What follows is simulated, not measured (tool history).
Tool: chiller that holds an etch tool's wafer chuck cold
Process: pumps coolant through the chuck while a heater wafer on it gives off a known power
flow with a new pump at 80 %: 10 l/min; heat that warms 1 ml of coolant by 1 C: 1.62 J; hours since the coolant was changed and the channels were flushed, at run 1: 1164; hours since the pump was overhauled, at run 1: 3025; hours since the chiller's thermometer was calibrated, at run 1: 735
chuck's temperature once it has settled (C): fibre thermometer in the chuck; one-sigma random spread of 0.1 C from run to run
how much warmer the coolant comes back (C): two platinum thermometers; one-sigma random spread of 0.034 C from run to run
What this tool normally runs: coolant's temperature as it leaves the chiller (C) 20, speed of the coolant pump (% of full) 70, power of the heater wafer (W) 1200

run,hour,coolant's temperature as it leaves the chiller (C),speed of the coolant pump (% of full),power of the heater wafer (W),hours since the coolant was changed and the channels were flushed,hours since the pump was overhauled,hours since the chiller's thermometer was calibrated,chuck's temperature once it has settled (C),how much warmer the coolant comes back (C)
1,0,20,70,1200,1164,3025,735,34.5,5.31
2,76.9,20,70,1200,1241,3102,812,34.5,5.31
3,171.4,20,70,1200,1335,3197,907,34.5,5.34
4,288.7,20,70,1200,1452,3314,1024,34.4,5.34
5,357.9,20,70,1200,1522,3383,1093,34.6,5.29
6,473.9,20,70,1200,1638,3499,1209,34.8,5.35
7,557.2,20,70,1200,1721,3582,1293,34.7,5.33
8,672.3,20,70,1200,1836,3697,1408,34.7,5.34
9,802,20,70,1200,1966,3827,1537,34.8,5.37
10,905.8,20,66,1200,2070,3931,1641,35.5,5.68
11,1026.2,20,79,1200,2190,4051,1762,33.4,4.69
12,1136.1,20,70,1200,2300,4161,1871,34.9,5.36
13,1214.7,20,96,1200,2379,4240,1950,31.7,3.86
# hour 1226.2: chiller's thermometer calibrated
14,1295,20,96,1200,2458,4319,69,31.9,3.83
15,1392.3,15,61,1289,2555,4416,166,33.1,6.77
16,1477.6,15,61,1289,2640,4502,251,33,6.68
17,1597.3,28,60,718,2760,4621,371,38.3,3.88
18,1697.6,12,60,718,2860,4722,471,22.3,3.84
# hour 1740.5: chiller's thermometer calibrated, once more
19,1754.6,12,60,718,2916,4778,14,22.3,3.82
20,1809.9,11,83,1661,2972,4833,69,29.3,6.18
21,1885.9,13,68,609,3048,4909,145,21,2.85
22,1957.3,13,68,609,3119,4980,217,20.9,2.86
23,2018.7,20,70,809,3180,5042,278,30.4,3.67

Forecast each of these 4 alternatives for the next run:
A,2079.9,16,70,797,3242,5103,339,?,?
B,2079.9,26,72,1219,3242,5103,339,?,?
C,2079.9,20,75,809,3242,5103,339,?,?
D,2079.9,20,78,1200,3242,5103,339,?,?

run,chuck's temperature once it has settled (C),how much warmer the coolant comes back (C)
A,26.3,3.6
B,41.2,5.37
C,29.8,3.4
D,34,4.81
With no hidden state in the tool, these same runs would have given:
run,chuck's temperature once it has settled (C),how much warmer the coolant comes back (C)
A,25.2,3.41
B,39.6,5.08
C,28.8,3.22
D,32.5,4.55
